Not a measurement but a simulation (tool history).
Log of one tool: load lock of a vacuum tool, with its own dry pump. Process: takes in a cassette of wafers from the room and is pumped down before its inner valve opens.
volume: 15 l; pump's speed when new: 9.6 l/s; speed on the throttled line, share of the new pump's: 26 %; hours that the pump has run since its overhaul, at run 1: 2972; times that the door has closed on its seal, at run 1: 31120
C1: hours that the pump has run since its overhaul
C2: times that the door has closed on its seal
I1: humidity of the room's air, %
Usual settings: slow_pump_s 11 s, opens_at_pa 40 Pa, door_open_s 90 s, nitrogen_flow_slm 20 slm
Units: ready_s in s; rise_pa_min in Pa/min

Run 1, hour 0: usual settings; C1 2972; C2 31120; I1 44. Result: ready_s 20.6 s, rise_pa_min 0.232 Pa/min.
Run 2, hour 166.5: usual settings; C1 3139; C2 31737; I1 43.9. Result: ready_s 20.5 s, rise_pa_min 0.233 Pa/min.
Run 3, hour 395.2: usual settings but opens_at_pa 53 Pa; C1 3367; C2 32586; I1 47.5. Result: ready_s 20.2 s, rise_pa_min 0.239 Pa/min.
Run 4, hour 675.4: usual settings but opens_at_pa 53 Pa; C1 3647; C2 33626; I1 43.5. Result: ready_s 20.2 s, rise_pa_min 0.249 Pa/min.
Run 5, hour 912.9: usual settings but opens_at_pa 53 Pa; C1 3885; C2 34507; I1 48.2. Result: ready_s 20.3 s, rise_pa_min 0.253 Pa/min.
Run 6, hour 1100.5: usual settings; C1 4073; C2 35203; I1 45.4. Result: ready_s 20.6 s, rise_pa_min 0.255 Pa/min.
Run 7, hour 1283.6: usual settings; C1 4256; C2 35883; I1 48.9. Result: ready_s 20.7 s, rise_pa_min 0.255 Pa/min.
Run 8, hour 1422.4: usual settings but opens_at_pa 34 Pa, door_open_s 35 s, nitrogen_flow_slm 9 slm; C1 4394; C2 36398; I1 39.3. Result: ready_s 20.9 s, rise_pa_min 0.253 Pa/min.
Run 9, hour 1540.6: usual settings but opens_at_pa 34 Pa, door_open_s 102 s, nitrogen_flow_slm 9 slm; C1 4513; C2 36836; I1 43.9. Result: ready_s 20.9 s, rise_pa_min 0.28 Pa/min.
Run 10, hour 1784.9: usual settings but slow_pump_s 7 s, opens_at_pa 55 Pa, door_open_s 102 s, nitrogen_flow_slm 9 slm; C1 4757; C2 37743; I1 43.2. Result: ready_s 17.3 s, rise_pa_min 0.293 Pa/min.
Run 11, hour 2020.5: usual settings but slow_pump_s 18 s, opens_at_pa 35 Pa, door_open_s 88 s, nitrogen_flow_slm 10 slm; C1 4993; C2 38617; I1 42.8. Result: ready_s 26.1 s, rise_pa_min 0.287 Pa/min.
Run 12, hour 2274.1: usual settings but opens_at_pa 62 Pa, door_open_s 82 s; C1 5246; C2 39559; I1 46.6. Result: ready_s 20.1 s, rise_pa_min 0.288 Pa/min.
Run 13, hour 2395.5: usual settings but opens_at_pa 62 Pa, door_open_s 82 s; C1 5368; C2 40009; I1 42. Result: ready_s 20 s, rise_pa_min 0.292 Pa/min.

3 ways to go on from here, each from the tool as it stands after run 13. What would each give?
Run A, hour 2581.3: usual settings but slow_pump_s 6 s, door_open_s 55 s; C1 5553; C2 40698; I1 43.2. Result: ready_s ?, rise_pa_min ?.
Run B, hour 2581.3: usual settings but slow_pump_s 18 s, door_open_s 37 s; C1 5553; C2 40698; I1 45.3. Result: ready_s ?, rise_pa_min ?.
Run C, hour 2581.3: usual settings but slow_pump_s 21 s; C1 5553; C2 40698; I1 45.9. Result: ready_s ?, rise_pa_min ?.

run  ready_s  rise_pa_min
  A     17.1        0.293
  B     25.8         0.29
  C       28        0.312
Without the tool's hidden state the same runs would have given:
run  ready_s  rise_pa_min
  A     16.7        0.041
  B     25.6        0.044
  C     27.7        0.064
